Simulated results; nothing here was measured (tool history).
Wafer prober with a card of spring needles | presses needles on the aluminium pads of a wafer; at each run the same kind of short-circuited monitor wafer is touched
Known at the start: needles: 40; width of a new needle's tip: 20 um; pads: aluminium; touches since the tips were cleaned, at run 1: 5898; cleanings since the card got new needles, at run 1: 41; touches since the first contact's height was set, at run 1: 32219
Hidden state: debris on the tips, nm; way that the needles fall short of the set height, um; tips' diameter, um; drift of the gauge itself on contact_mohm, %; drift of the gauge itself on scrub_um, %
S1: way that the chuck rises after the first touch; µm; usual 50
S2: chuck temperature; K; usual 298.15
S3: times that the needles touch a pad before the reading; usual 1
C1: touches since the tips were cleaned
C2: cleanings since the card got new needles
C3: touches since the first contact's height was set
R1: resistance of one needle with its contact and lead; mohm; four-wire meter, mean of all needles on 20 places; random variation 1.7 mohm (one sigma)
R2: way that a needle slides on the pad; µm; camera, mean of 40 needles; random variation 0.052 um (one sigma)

run,hour,S1,S2,S3,C1,C2,C3,R1,R2
1,0.0,50,298.15,1,5898,41,32219,291,10.93
# hour 14.7: tips cleaned on abrasive film
2,26.7,50,298.15,1,2289,42,37305,250,10.83
# hour 57.5: tips cleaned on abrasive film
3,70.3,50,298.15,1,2451,43,45619,259,10.79
4,99.3,50,298.15,1,7992,43,51160,310,10.79
# hour 102.5: tips cleaned on abrasive film
# hour 146.9: tips cleaned on abrasive film
5,157.5,50,298.15,1,2021,45,62254,248,10.75
6,185.5,50,298.15,1,7383,45,67616,309,10.72
# hour 190.3: tips cleaned on abrasive film
# hour 233.6: tips cleaned on abrasive film
7,235.4,50,298.15,1,357,47,77124,204,10.73
# hour 278.2: tips cleaned on abrasive film
8,291.4,50,298.15,1,2527,48,87809,255,10.73
# hour 324.3: tips cleaned on abrasive film
9,342.5,50,298.15,1,3492,49,97567,274,10.72
# hour 371.0: tips cleaned on abrasive film
10,400.8,50,298.15,1,5700,50,108696,310,10.70
# hour 416.8: tips cleaned on abrasive film
11,448.6,50,309.15,1,6090,51,117817,303,10.70
# hour 453.2: height of the first contact set anew
# hour 459.8: tips cleaned on abrasive film
# hour 503.5: tips cleaned on abrasive film
12,506.3,50,298.15,3,534,53,10120,186,10.55
13,536.9,50,299.15,1,6376,53,15962,312,10.63
# hour 546.3: tips cleaned on abrasive film
14,571.8,50,299.15,1,4884,54,22623,297,10.45
# hour 592.2: tips cleaned on abrasive film
15,621.7,50,298.15,1,5634,55,32148,309,10.46
# hour 637.6: height of the first contact set anew, once more
# hour 637.7: tips cleaned on abrasive film
16,666.4,50,298.15,1,5501,56,5501,295,10.90
# hour 681.2: tips cleaned on abrasive film
17,722.4,50,298.15,1,7874,57,16185,307,10.83
# hour 727.4: tips cleaned on abrasive film
# hour 770.0: tips cleaned on abrasive film
18,779.2,30,298.15,1,1761,59,27005,380,6.43
# hour 813.2: tips cleaned on abrasive film
19,813.2,30,298.15,1,0,60,33483,237,6.40
# hour 859.9: tips cleaned on abrasive film
20,859.9,32,298.15,2,0,61,42401,199,6.93
# hour 905.0: tips cleaned on abrasive film
21,916.3,32,298.15,2,2164,62,53163,302,6.88
# hour 949.8: tips cleaned on abrasive film
22,961.7,32,298.15,2,2284,63,61832,295,6.83
# hour 997.3: tips cleaned on abrasive film
23,1014.8,56,334.15,2,3344,64,71969,224,12.07

4 ways to go on from here, each from the tool as it stands after run 23. What would each give?
# hour 1040.9: tips cleaned on abrasive film
A,1052.6,50,298.15,3,2232,65,79166,?,?
# hour 1040.9: tips cleaned on abrasive film
B,1052.6,56,346.15,3,2232,65,79166,?,?
# hour 1040.9: tips cleaned on abrasive film
C,1052.6,41,344.15,1,2232,65,79166,?,?
# hour 1040.9: tips cleaned on abrasive film
D,1052.6,33,318.15,2,2232,65,79166,?,?

run,R1,R2
A,203,10.74
B,208,11.90
C,304,8.69
D,295,7.04
Without the tool's hidden state the same runs would have given:
run,R1,R2
A,173,10.93
B,184,12.09
C,193,8.88
D,189,7.24
